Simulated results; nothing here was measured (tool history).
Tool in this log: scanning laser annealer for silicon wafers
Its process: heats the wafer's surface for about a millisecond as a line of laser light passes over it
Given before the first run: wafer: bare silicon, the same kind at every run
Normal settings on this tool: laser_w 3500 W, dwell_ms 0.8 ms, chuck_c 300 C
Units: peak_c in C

run	hour	laser_w	dwell_ms	chuck_c	peak_c
1	0	3500	0.8	300	1008
2	27.5	3500	0.8	300	1012
3	55.7	3500	0.8	300	1009
4	93.8	3500	0.947	300	1077
5	109.6	3326	0.8	300	973
6	128.4	3326	0.8	300	972
7	160.9	3326	0.8	300	971
8	194.9	3326	0.8	300	975
9	215.9	3326	0.8	300	974
10	235	3500	0.8	276	985
11	268	3500	0.8	276	984
12	286.1	3683	0.8	276	1026
13	310	3683	0.8	276	1027
14	342.2	3196	0.8	276	919
15	372.3	3196	0.8	276	921
16	405.1	3500	0.8	325	1034
17	421.5	3500	0.8	300	1011
18	445.5	3500	0.8	300	1009
19	478.9	3500	0.8	304	1015
20	508.6	3500	0.8	300	1010
21	525.3	3500	0.809	300	1012
22	561.5	3398	0.592	295	881
23	581.1	3111	0.582	266	794
24	618.2	3304	0.882	305	1008
25	637	3500	0.788	289	996
# hour 676.7: optics aligned, line set to its width
26	678.5	3765	0.824	334	1115
27	698.4	3492	0.828	274	997
28	732.6	3492	0.828	274	995
29	769.4	3492	0.828	274	994
# hour 790.8: window over the wafer cleaned
30	791	3371	0.8	300	982
31	824.1	3371	0.8	300	984
32	862.5	3199	0.892	262	947
33	897.5	3199	0.865	294	968
34	917.8	3101	0.771	305	918
35	953.9	3101	0.771	305	920
36	973.9	3500	0.771	305	1002
37	1007.1	3646	0.604	300	939
38	1043.6	3427	0.604	307	904
39	1080.2	3427	0.604	307	904
40	1097.4	3427	0.604	307	904
41	1132.9	3444	0.604	271	874

Forecast each of these 3 alternatives for the next run:
A	1162.3	3834	0.573	294	?
B	1162.3	3314	0.564	340	?
C	1162.3	3374	0.965	300	?

run	peak_c
A	952
B	898
C	1057
The same runs, with their run-to-run variation unchanged, on a tool lacking any hidden condition would have given:
run	peak_c
A	952
B	899
C	1058
